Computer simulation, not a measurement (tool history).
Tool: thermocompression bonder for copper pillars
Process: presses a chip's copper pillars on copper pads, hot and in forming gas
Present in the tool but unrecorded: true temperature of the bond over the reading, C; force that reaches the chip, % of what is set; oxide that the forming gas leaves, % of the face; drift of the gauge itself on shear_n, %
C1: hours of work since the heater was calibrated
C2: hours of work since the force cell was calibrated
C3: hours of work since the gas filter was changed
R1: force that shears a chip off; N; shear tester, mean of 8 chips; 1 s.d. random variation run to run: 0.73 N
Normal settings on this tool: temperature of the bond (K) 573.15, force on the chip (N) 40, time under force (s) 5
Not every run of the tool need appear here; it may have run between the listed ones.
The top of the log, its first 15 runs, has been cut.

run 16 day=6.217 | temperature_of_the_bond_(K)=573.15 force_on_the_chip_(N)=40 time_under_force_(s)=14 | C1=678 C2=193 C3=389 | R1=63.6
run 17 day=6.604 | temperature_of_the_bond_(K)=573.15 force_on_the_chip_(N)=40 time_under_force_(s)=14 | C1=682 C2=197 C3=394 | R1=63.8
run 18 day=6.975 | temperature_of_the_bond_(K)=559.15 force_on_the_chip_(N)=35 time_under_force_(s)=3 | C1=687 C2=202 C3=398 | R1=27
run 19 day=7.421 | temperature_of_the_bond_(K)=587.15 force_on_the_chip_(N)=57 time_under_force_(s)=3 | C1=692 C2=207 C3=403 | R1=60.2
run 20 day=7.842 | temperature_of_the_bond_(K)=587.15 force_on_the_chip_(N)=57 time_under_force_(s)=3 | C1=697 C2=212 C3=408 | R1=60.8
run 21 day=8.238 | temperature_of_the_bond_(K)=573.15 force_on_the_chip_(N)=32 time_under_force_(s)=3 | C1=702 C2=217 C3=413 | R1=27.8
run 22 day=8.725 | temperature_of_the_bond_(K)=573.15 force_on_the_chip_(N)=32 time_under_force_(s)=3 | C1=707 C2=222 C3=419 | R1=28.1
run 23 day=9.162 | temperature_of_the_bond_(K)=561.15 force_on_the_chip_(N)=50 time_under_force_(s)=5 | C1=713 C2=228 C3=424 | R1=49.6
-- day=9.579 forming gas filter changed
run 24 day=9.579 | temperature_of_the_bond_(K)=573.15 force_on_the_chip_(N)=40 time_under_force_(s)=9 | C1=717 C2=232 C3=0 | R1=61.5
run 25 day=9.962 | temperature_of_the_bond_(K)=548.15 force_on_the_chip_(N)=40 time_under_force_(s)=9 | C1=722 C2=237 C3=5 | R1=47.2
run 26 day=10.375 | temperature_of_the_bond_(K)=548.15 force_on_the_chip_(N)=28 time_under_force_(s)=9 | C1=727 C2=242 C3=9 | R1=31.8
run 27 day=10.604 | temperature_of_the_bond_(K)=548.15 force_on_the_chip_(N)=28 time_under_force_(s)=9 | C1=729 C2=244 C3=12 | R1=31.6
run 28 day=10.9 | temperature_of_the_bond_(K)=583.15 force_on_the_chip_(N)=42 time_under_force_(s)=6 | C1=733 C2=248 C3=16 | R1=60.9
run 29 day=11.392 | temperature_of_the_bond_(K)=571.15 force_on_the_chip_(N)=42 time_under_force_(s)=7 | C1=739 C2=254 C3=21 | R1=56.4
run 30 day=11.808 | temperature_of_the_bond_(K)=571.15 force_on_the_chip_(N)=42 time_under_force_(s)=7 | C1=744 C2=259 C3=26 | R1=57.7
run 31 day=12.325 | temperature_of_the_bond_(K)=567.15 force_on_the_chip_(N)=36 time_under_force_(s)=7 | C1=750 C2=265 C3=33 | R1=47.5
run 32 day=12.829 | temperature_of_the_bond_(K)=553.15 force_on_the_chip_(N)=55 time_under_force_(s)=4 | C1=756 C2=271 C3=39 | R1=50.8

Here are 4 independent what-if runs from the current tool condition. What would each one return?
run A day=13.096 | temperature_of_the_bond_(K)=587.15 force_on_the_chip_(N)=55 time_under_force_(s)=4 | C1=759 C2=274 C3=42 | R1=?
run B day=13.096 | temperature_of_the_bond_(K)=573.15 force_on_the_chip_(N)=29 time_under_force_(s)=5 | C1=759 C2=274 C3=42 | R1=?
run C day=13.096 | temperature_of_the_bond_(K)=573.15 force_on_the_chip_(N)=40 time_under_force_(s)=4 | C1=759 C2=274 C3=42 | R1=?
run D day=13.096 | temperature_of_the_bond_(K)=553.15 force_on_the_chip_(N)=55 time_under_force_(s)=3 | C1=759 C2=274 C3=42 | R1=?

run=A R1=69
run=B R1=33.7
run=C R1=44.8
run=D R1=47.2
What these runs would have given with no unlogged condition in the tool:
run=A R1=73.6
run=B R1=36.8
run=C R1=48.6
run=D R1=51.3

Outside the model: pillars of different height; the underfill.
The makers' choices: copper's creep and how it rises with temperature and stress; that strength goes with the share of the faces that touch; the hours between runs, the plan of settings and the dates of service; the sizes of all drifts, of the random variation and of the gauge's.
